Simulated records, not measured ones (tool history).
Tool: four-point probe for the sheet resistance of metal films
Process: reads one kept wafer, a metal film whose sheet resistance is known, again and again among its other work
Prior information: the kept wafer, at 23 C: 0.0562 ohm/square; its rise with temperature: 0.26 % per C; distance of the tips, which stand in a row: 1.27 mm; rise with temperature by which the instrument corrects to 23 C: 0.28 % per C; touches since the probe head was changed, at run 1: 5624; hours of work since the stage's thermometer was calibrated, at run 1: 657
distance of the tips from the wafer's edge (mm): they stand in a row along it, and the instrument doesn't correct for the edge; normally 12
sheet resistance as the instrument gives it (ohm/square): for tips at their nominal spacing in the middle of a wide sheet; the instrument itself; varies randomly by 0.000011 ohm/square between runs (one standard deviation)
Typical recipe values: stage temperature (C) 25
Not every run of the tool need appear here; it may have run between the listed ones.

run,hour,stage temperature (C),distance of the tips from the wafer's edge (mm),touches since the probe head was changed,hours of work since the stage's thermometer was calibrated,sheet resistance as the instrument gives it (ohm/square)
1,0,25,12,5624,657,0.056698
2,23,25,12,5956,670,0.056682
3,42.6,25,7,6237,682,0.057341
4,59,25,7,6473,691,0.057332
5,80.4,25,7,6781,704,0.057353
6,101.4,25,7,7083,716,0.057345
7,115.5,25,36,7286,724,0.056407
8,134.1,25,31,7554,735,0.056408
9,164.3,25,12,7989,752,0.056697
10,188,25,71,8329,766,0.056346
11,216.6,25,23,8741,783,0.056457
12,238.2,25,36,9051,795,0.056397
13,251.5,25,36,9243,803,0.05639
14,271.6,25,13,9532,815,0.056651
15,287.4,25,13,9760,824,0.056634
16,310.9,25,13,10097,838,0.056631
17,333,25,12,10416,851,0.056687
18,349.7,25,12,10656,860,0.056683
19,375.6,20,12,11029,875,0.056768
20,398,20,12,11351,888,0.05677
21,430.6,25,12,11820,907,0.056677
22,459.2,30,12,12232,924,0.056623
23,485.1,30,12,12604,939,0.056611
24,508.8,30,4,12945,953,0.059162
25,530.1,20,19,13252,965,0.056552
26,555.9,34,50,13623,980,0.056251
27,588.2,34,50,14088,999,0.056254
28,608.4,34,50,14379,1011,0.056239
29,640.3,19,31,14837,1029,0.056478
30,662.2,18,38,15152,1042,0.056467
31,688.3,26,4,15528,1057,0.0592
32,706.7,26,4,15793,1068,0.059202
33,733.6,26,4,16180,1083,0.059226
34,746.9,24,8,16372,1091,0.057121
35,775.6,24,8,16784,1108,0.057103
36,805.5,22,12,17215,1125,0.056713
37,836.7,25,5,17664,1143,0.058203
38,860.3,21,17,18003,1157,0.056536
39,888.8,18,64,18412,1173,0.056445
40,918.1,26,4,18834,1190,0.059209
41,950.4,28,37,19299,1209,0.056326
42,978.6,32,32,19705,1226,0.056286
43,998.1,27,9,19986,1237,0.056893
44,1020.1,33,8,20302,1250,0.056968
45,1034.8,31,8,20513,1258,0.056988

Alternative continuations, all from the tool just after run 45; predict every row:
A,1066.6,27,15,20971,1277,?
B,1066.6,33,12,20971,1277,?
C,1066.6,24,42,20971,1277,?
D,1066.6,20,6,20971,1277,?

run,sheet resistance as the instrument gives it (ohm/square)
A,0.05651
B,0.056542
C,0.056354
D,0.057741
Stripped of hidden state, with their random variation kept, the same runs would have yielded:
run,sheet resistance as the instrument gives it (ohm/square)
A,0.056356
B,0.056389
C,0.056201
D,0.057584
